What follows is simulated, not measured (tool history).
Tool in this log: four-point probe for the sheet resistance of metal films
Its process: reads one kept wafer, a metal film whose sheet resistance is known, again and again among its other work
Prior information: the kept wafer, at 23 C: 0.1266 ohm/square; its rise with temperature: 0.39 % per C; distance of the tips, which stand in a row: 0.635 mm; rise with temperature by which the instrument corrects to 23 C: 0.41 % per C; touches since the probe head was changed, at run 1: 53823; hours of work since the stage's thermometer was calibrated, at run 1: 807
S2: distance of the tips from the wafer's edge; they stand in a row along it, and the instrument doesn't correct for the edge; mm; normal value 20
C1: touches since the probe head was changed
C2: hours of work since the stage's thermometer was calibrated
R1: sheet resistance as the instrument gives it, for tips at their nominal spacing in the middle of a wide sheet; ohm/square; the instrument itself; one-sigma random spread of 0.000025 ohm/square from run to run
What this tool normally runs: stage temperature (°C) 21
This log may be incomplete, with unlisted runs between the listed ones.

{"run": 1, "hour": 0.0, "stage temperature (°C)": 21, "S2": 20, "C1": 53823, "C2": 807, "R1": 0.127669}
{"run": 2, "hour": 26.7, "stage temperature (°C)": 21, "S2": 20, "C1": 55441, "C2": 826, "R1": 0.127714}
{"run": 3, "hour": 67.9, "stage temperature (°C)": 21, "S2": 61, "C1": 57934, "C2": 854, "R1": 0.127614}
{"run": 4, "hour": 97.5, "stage temperature (°C)": 26, "S2": 61, "C1": 59725, "C2": 875, "R1": 0.127444}
{"run": 5, "hour": 121.7, "stage temperature (°C)": 26, "S2": 61, "C1": 61193, "C2": 892, "R1": 0.127492}
{"run": 6, "hour": 147.3, "stage temperature (°C)": 26, "S2": 61, "C1": 62743, "C2": 910, "R1": 0.127507}
{"run": 7, "hour": 185.8, "stage temperature (°C)": 21, "S2": 20, "C1": 65074, "C2": 936, "R1": 0.12775}
{"run": 8, "hour": 224.1, "stage temperature (°C)": 27, "S2": 20, "C1": 67389, "C2": 963, "R1": 0.127586}
{"run": 9, "hour": 265.4, "stage temperature (°C)": 34, "S2": 4, "C1": 69888, "C2": 992, "R1": 0.129018}
{"run": 10, "hour": 312.4, "stage temperature (°C)": 18, "S2": 23, "C1": 72734, "C2": 1025, "R1": 0.127931}
{"run": 11, "hour": 354.1, "stage temperature (°C)": 32, "S2": 7, "C1": 75262, "C2": 1054, "R1": 0.127998}
{"hour": 356.7, "done": "stage's thermometer calibrated"}
{"run": 12, "hour": 378.3, "stage temperature (°C)": 32, "S2": 7, "C1": 76697, "C2": 15, "R1": 0.127937}
{"run": 13, "hour": 413.7, "stage temperature (°C)": 21, "S2": 26, "C1": 78839, "C2": 40, "R1": 0.127769}
{"hour": 448.3, "done": "stage's thermometer calibrated, once more"}
{"run": 14, "hour": 457.8, "stage temperature (°C)": 24, "S2": 7, "C1": 81476, "C2": 7, "R1": 0.128518}
{"run": 15, "hour": 491.7, "stage temperature (°C)": 24, "S2": 7, "C1": 83532, "C2": 30, "R1": 0.128594}
{"hour": 513.0, "done": "new probe head fitted"}
{"run": 16, "hour": 535.9, "stage temperature (°C)": 19, "S2": 8, "C1": 1383, "C2": 60, "R1": 0.126801}

Measured minus without-hidden-state, run by run (identical run-to-run variation in each term; gauge scatter may differ):
The tool's hidden condition here consists of: inner tips' distance over the nominal, %; tips' flats over new ones', %; wafer's true temperature over the reading, C; drift of the gauge itself on sheet_ohm, %.
run=1 R1=+0.000933
run=2 R1=+0.000948
run=3 R1=+0.000969
run=4 R1=+0.000986
run=5 R1=+0.000999
run=6 R1=+0.001011
run=7 R1=+0.001029
run=8 R1=+0.001049
run=9 R1=+0.001081
run=10 R1=+0.001086
run=11 R1=+0.001119
run=12 R1=+0.001062
run=13 R1=+0.001067
run=14 R1=+0.001391
run=15 R1=+0.001408
run=16 R1=-0.000388
